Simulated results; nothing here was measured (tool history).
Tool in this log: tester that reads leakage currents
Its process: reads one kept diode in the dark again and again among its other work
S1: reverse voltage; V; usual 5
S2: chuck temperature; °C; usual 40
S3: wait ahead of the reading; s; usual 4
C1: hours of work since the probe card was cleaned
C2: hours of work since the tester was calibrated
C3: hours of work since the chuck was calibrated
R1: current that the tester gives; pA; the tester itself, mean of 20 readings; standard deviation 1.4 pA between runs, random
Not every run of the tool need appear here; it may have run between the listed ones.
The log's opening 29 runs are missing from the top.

| run | hour | S1 | S2 | S3 | C1 | C2 | C3 | R1 |
|---|---|---|---|---|---|---|---|---|
| 30 | 2283.6 | 19.9 | 57 | 0.67 | 143 | 1239 | 1398 | 3378.44 |
| 31 | 2364.9 | 12.29 | 56 | 2.51 | 187 | 1282 | 1442 | 2515.07 |
| 32 | 2443 | 3.43 | 40 | 2.53 | 229 | 1324 | 1484 | 424.65 |
| 33 | 2506.4 | 3.81 | 40 | 9.98 | 263 | 1358 | 1518 | 452.83 |
| 34 | 2617.8 | 5 | 58 | 4 | 322 | 1418 | 1578 | 1850.69 |
| 35 | 2685.6 | 10.22 | 29 | 4.91 | 359 | 1455 | 1614 | 322.47 |
| 36 | 2754.3 | 10.22 | 29 | 2.1 | 396 | 1491 | 1651 | 320.65 |
| 37 | 2846.5 | 13.13 | 40 | 0.36 | 445 | 1541 | 1700 | 858.19 |
| 38 | 2952.3 | 3.25 | 40 | 0.4 | 502 | 1598 | 1757 | 426.45 |
| 39 | 3055.5 | 3.25 | 40 | 0.4 | 557 | 1653 | 1813 | 429.41 |
| 40 | 3133.2 | 6.65 | 40 | 0.4 | 599 | 1695 | 1854 | 617.66 |
| 41 | 3208.7 | 15.53 | 40 | 0.4 | 640 | 1735 | 1895 | 951.33 |

3 options for the next run, each taken on its own from the tool as it stands now. Forecast them:
| A | 3289.8 | 5 | 50 | 4 | 683 | 1779 | 1938 | ? |
| B | 3289.8 | 8.12 | 58 | 4 | 683 | 1779 | 1938 | ? |
| C | 3289.8 | 4.69 | 37 | 0.49 | 683 | 1779 | 1938 | ? |

| run | R1 |
|---|---|
| A | 1108 |
| B | 2425.68 |
| C | 416.49 |
What these runs would have given with no unlogged condition in the tool:
| run | R1 |
|---|---|
| A | 970.12 |
| B | 2137.88 |
| C | 359.79 |
